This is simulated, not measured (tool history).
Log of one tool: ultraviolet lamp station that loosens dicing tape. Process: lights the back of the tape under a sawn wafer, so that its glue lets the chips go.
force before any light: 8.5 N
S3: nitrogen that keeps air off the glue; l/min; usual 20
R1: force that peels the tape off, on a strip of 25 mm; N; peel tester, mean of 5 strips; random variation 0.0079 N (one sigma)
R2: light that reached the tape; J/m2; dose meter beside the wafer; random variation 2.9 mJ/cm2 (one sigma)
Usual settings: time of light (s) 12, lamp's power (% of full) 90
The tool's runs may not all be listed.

run 1 hour=0 | time_of_light_(s)=12 lamp's_power_(%_of_full)=90 S3=20 | R1=0.768 R2=2600
-- hour=17.6 window cleaned of glue's vapour
run 2 hour=31.3 | time_of_light_(s)=12 lamp's_power_(%_of_full)=90 S3=20 | R1=0.846 R2=2440
run 3 hour=72.2 | time_of_light_(s)=12 lamp's_power_(%_of_full)=90 S3=20 | R1=0.847 R2=2370
run 4 hour=115.3 | time_of_light_(s)=12 lamp's_power_(%_of_full)=90 S3=20 | R1=0.962 R2=2320
run 5 hour=168.4 | time_of_light_(s)=13 lamp's_power_(%_of_full)=90 S3=20 | R1=0.873 R2=2390
run 6 hour=210.2 | time_of_light_(s)=12 lamp's_power_(%_of_full)=90 S3=11 | R1=1.454 R2=2170
-- hour=226.7 lamp changed
run 7 hour=255.4 | time_of_light_(s)=12 lamp's_power_(%_of_full)=90 S3=11 | R1=0.608 R2=3360
run 8 hour=293.4 | time_of_light_(s)=12 lamp's_power_(%_of_full)=90 S3=11 | R1=0.649 R2=3270
run 9 hour=327.6 | time_of_light_(s)=20 lamp's_power_(%_of_full)=90 S3=11 | R1=0.28 R2=5380
-- hour=368.5 window cleaned of glue's vapour, once more
run 10 hour=387.1 | time_of_light_(s)=20 lamp's_power_(%_of_full)=90 S3=11 | R1=0.224 R2=6620
run 11 hour=439.9 | time_of_light_(s)=20 lamp's_power_(%_of_full)=90 S3=11 | R1=0.236 R2=6470
run 12 hour=483.8 | time_of_light_(s)=20 lamp's_power_(%_of_full)=90 S3=11 | R1=0.233 R2=6290
run 13 hour=548.3 | time_of_light_(s)=20 lamp's_power_(%_of_full)=90 S3=11 | R1=0.257 R2=6190
run 14 hour=598.5 | time_of_light_(s)=20 lamp's_power_(%_of_full)=73 S3=11 | R1=0.322 R2=4860
run 15 hour=655.6 | time_of_light_(s)=12 lamp's_power_(%_of_full)=90 S3=20 | R1=0.421 R2=3520
run 16 hour=704.4 | time_of_light_(s)=12 lamp's_power_(%_of_full)=90 S3=39 | R1=0.362 R2=3380
run 17 hour=761.7 | time_of_light_(s)=6 lamp's_power_(%_of_full)=81 S3=7 | R1=2.745 R2=1490
run 18 hour=801.5 | time_of_light_(s)=8 lamp's_power_(%_of_full)=61 S3=24 | R1=1.874 R2=1430
run 19 hour=830.9 | time_of_light_(s)=8 lamp's_power_(%_of_full)=61 S3=24 | R1=2.013 R2=1450
run 20 hour=864.6 | time_of_light_(s)=15 lamp's_power_(%_of_full)=93 S3=20 | R1=0.343 R2=3910
run 21 hour=929.6 | time_of_light_(s)=15 lamp's_power_(%_of_full)=93 S3=20 | R1=0.346 R2=3830
run 22 hour=958.8 | time_of_light_(s)=12 lamp's_power_(%_of_full)=68 S3=12 | R1=1.257 R2=2230
run 23 hour=992.1 | time_of_light_(s)=20 lamp's_power_(%_of_full)=73 S3=20 | R1=0.354 R2=3890
run 24 hour=1039.2 | time_of_light_(s)=20 lamp's_power_(%_of_full)=73 S3=20 | R1=0.375 R2=3760
run 25 hour=1095.4 | time_of_light_(s)=20 lamp's_power_(%_of_full)=73 S3=20 | R1=0.387 R2=3640
run 26 hour=1131.5 | time_of_light_(s)=20 lamp's_power_(%_of_full)=73 S3=20 | R1=0.419 R2=3600
run 27 hour=1177.7 | time_of_light_(s)=12 lamp's_power_(%_of_full)=66 S3=20 | R1=1.399 R2=1880
run 28 hour=1227.8 | time_of_light_(s)=12 lamp's_power_(%_of_full)=66 S3=20 | R1=1.416 R2=1810
-- hour=1261.2 lamp changed
run 29 hour=1272.1 | time_of_light_(s)=7 lamp's_power_(%_of_full)=99 S3=13 | R1=1.119 R2=2390
-- hour=1300.4 window cleaned of glue's vapour
run 30 hour=1328.8 | time_of_light_(s)=20 lamp's_power_(%_of_full)=66 S3=6 | R1=0.41 R2=5040

4 ways to go on from here, each from the tool as it stands after run 30. What would each give?
run A hour=1374.7 | time_of_light_(s)=11 lamp's_power_(%_of_full)=90 S3=20 | R1=? R2=?
run B hour=1374.7 | time_of_light_(s)=11 lamp's_power_(%_of_full)=66 S3=7 | R1=? R2=?
run C hour=1374.7 | time_of_light_(s)=20 lamp's_power_(%_of_full)=66 S3=14 | R1=? R2=?
run D hour=1374.7 | time_of_light_(s)=11 lamp's_power_(%_of_full)=70 S3=6 | R1=? R2=?

run=A R1=0.391 R2=3680
run=B R1=1.218 R2=2750
run=C R1=0.286 R2=4880
run=D R1=1.161 R2=2860
Without the tool's hidden state the same runs would have given:
run=A R1=0.356 R2=3890
run=B R1=1.105 R2=2900
run=C R1=0.268 R2=5160
run=D R1=1.052 R2=3030
